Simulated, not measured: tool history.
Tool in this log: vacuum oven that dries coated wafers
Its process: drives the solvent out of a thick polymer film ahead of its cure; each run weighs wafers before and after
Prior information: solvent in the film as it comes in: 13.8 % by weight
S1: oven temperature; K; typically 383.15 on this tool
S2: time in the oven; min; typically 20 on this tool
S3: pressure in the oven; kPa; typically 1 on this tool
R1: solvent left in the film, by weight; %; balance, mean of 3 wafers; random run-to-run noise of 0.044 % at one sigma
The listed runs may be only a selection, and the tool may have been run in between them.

Run 1, hour 0: usual settings. Result: R1 3.47 %.
Run 2, hour 33: usual settings but S2 17 min. Result: R1 4.13 %.
Run 3, hour 51.7: usual settings but S3 2.05 kPa. Result: R1 3.93 %.
Run 4, hour 70.6: usual settings. Result: R1 3.37 %.
Run 5, hour 93.5: usual settings. Result: R1 3.46 %.
Run 6, hour 128.8: usual settings. Result: R1 3.51 %.
Run 7, hour 152.7: usual settings. Result: R1 3.53 %.
Run 8, hour 182: usual settings but S3 0.89 kPa. Result: R1 3.53 %.
Run 9, hour 202: usual settings. Result: R1 3.63 %.
Run 10, hour 229.2: usual settings. Result: R1 3.5 %.
Run 11, hour 260.9: usual settings. Result: R1 3.54 %.
Run 12, hour 292.7: usual settings but S2 35 min. Result: R1 1.8 %.
Run 13, hour 325.3: usual settings. Result: R1 3.55 %.
Run 14, hour 350.9: usual settings but S3 1.3 kPa. Result: R1 3.69 %.
Run 15, hour 384.9: usual settings but S1 369.15 K. Result: R1 6.63 %.
Run 16, hour 423.2: usual settings but S3 1.91 kPa. Result: R1 3.98 %.
Run 17, hour 456.3: usual settings but S1 390.15 K. Result: R1 2.3 %.
Run 18, hour 484.9: usual settings but S1 389.15 K. Result: R1 2.47 %.
Run 19, hour 519.2: usual settings but S1 389.15 K. Result: R1 2.51 %.
Run 20, hour 547.5: usual settings. Result: R1 3.55 %.
Run 21, hour 568.2: usual settings. Result: R1 3.65 %.
Run 22, hour 612.7: usual settings. Result: R1 3.7 %.
Run 23, hour 631.2: usual settings but S1 388.15 K, S2 14 min, S3 2.35 kPa. Result: R1 4.49 %.
Run 24, hour 658.1: usual settings but S1 388.15 K, S2 14 min, S3 2.35 kPa. Result: R1 4.38 %.
Run 25, hour 702.4: usual settings but S1 388.15 K, S2 11 min, S3 0.68 kPa. Result: R1 4.91 %.
At hour 708.6: oven's thermocouples calibrated.
Run 26, hour 733.3: usual settings but S1 388.15 K, S2 11 min, S3 0.68 kPa. Result: R1 4.97 %.
Run 27, hour 778.1: usual settings but S1 388.15 K, S2 11 min, S3 0.68 kPa. Result: R1 4.98 %.
Run 28, hour 804.9: usual settings but S1 396.15 K, S2 19 min. Result: R1 1.74 %.
Run 29, hour 834.5: usual settings but S1 380.15 K, S2 26 min, S3 0.85 kPa. Result: R1 3.44 %.
At hour 847: oven's thermocouples calibrated, once more.
Run 30, hour 874.2: usual settings but S1 396.15 K, S2 23 min, S3 0.79 kPa. Result: R1 1.08 %.
Run 31, hour 909.1: usual settings but S3 3.77 kPa. Result: R1 4.67 %.
Run 32, hour 930.8: usual settings but S2 36 min, S3 1.97 kPa. Result: R1 2.16 %.
Run 33, hour 954.6: usual settings but S2 36 min, S3 1.97 kPa. Result: R1 2.19 %.
Run 34, hour 978.7: usual settings but S1 368.15 K, S2 19 min, S3 0.54 kPa. Result: R1 6.75 %.
Run 35, hour 999.5: usual settings but S1 390.15 K, S2 11 min, S3 2.17 kPa. Result: R1 4.75 %.
Run 36, hour 1025.4: usual settings but S1 387.15 K, S2 12 min, S3 1.41 kPa. Result: R1 4.83 %.
Run 37, hour 1046.3: usual settings but S1 377.15 K, S2 21 min, S3 3.53 kPa. Result: R1 5.81 %.
Run 38, hour 1088.4: usual settings but S1 377.15 K, S2 21 min, S3 3.53 kPa. Result: R1 5.87 %.
Run 39, hour 1117.7: usual settings but S1 392.15 K, S2 11 min, S3 3.04 kPa. Result: R1 4.68 %.
Run 40, hour 1144.4: usual settings but S1 392.15 K, S2 11 min, S3 3.04 kPa. Result: R1 4.74 %.
Run 41, hour 1177.9: usual settings but S1 392.15 K, S2 11 min, S3 3.04 kPa. Result: R1 4.67 %.
Run 42, hour 1205.6: usual settings but S1 388.15 K, S2 35 min, S3 0.55 kPa. Result: R1 1.05 %.
Run 43, hour 1249.6: usual settings but S1 388.15 K, S2 35 min, S3 0.55 kPa. Result: R1 1.08 %.

5 ways to go on from here, each from the tool as it stands after run 43. What would each give?
Run A, hour 1293.7: usual settings but S1 375.15 K, S2 29 min, S3 1.04 kPa. Result: R1 ?.
Run B, hour 1293.7: usual settings but S1 382.15 K, S3 1.89 kPa. Result: R1 ?.
Run C, hour 1293.7: usual settings but S1 386.15 K, S3 0.99 kPa. Result: R1 ?.
Run D, hour 1293.7: usual settings but S1 397.15 K, S2 13 min, S3 2.27 kPa. Result: R1 ?.
Run E, hour 1293.7: usual settings but S2 23 min. Result: R1 ?.

run    R1
  A  4.05
  B  4.19
  C  3.09
  D  2.92
  E  3.19
Had the tool no hidden state, the same runs would have come out as:
run    R1
  A  3.58
  B  3.79
  C  2.73
  D  2.64
  E   2.8
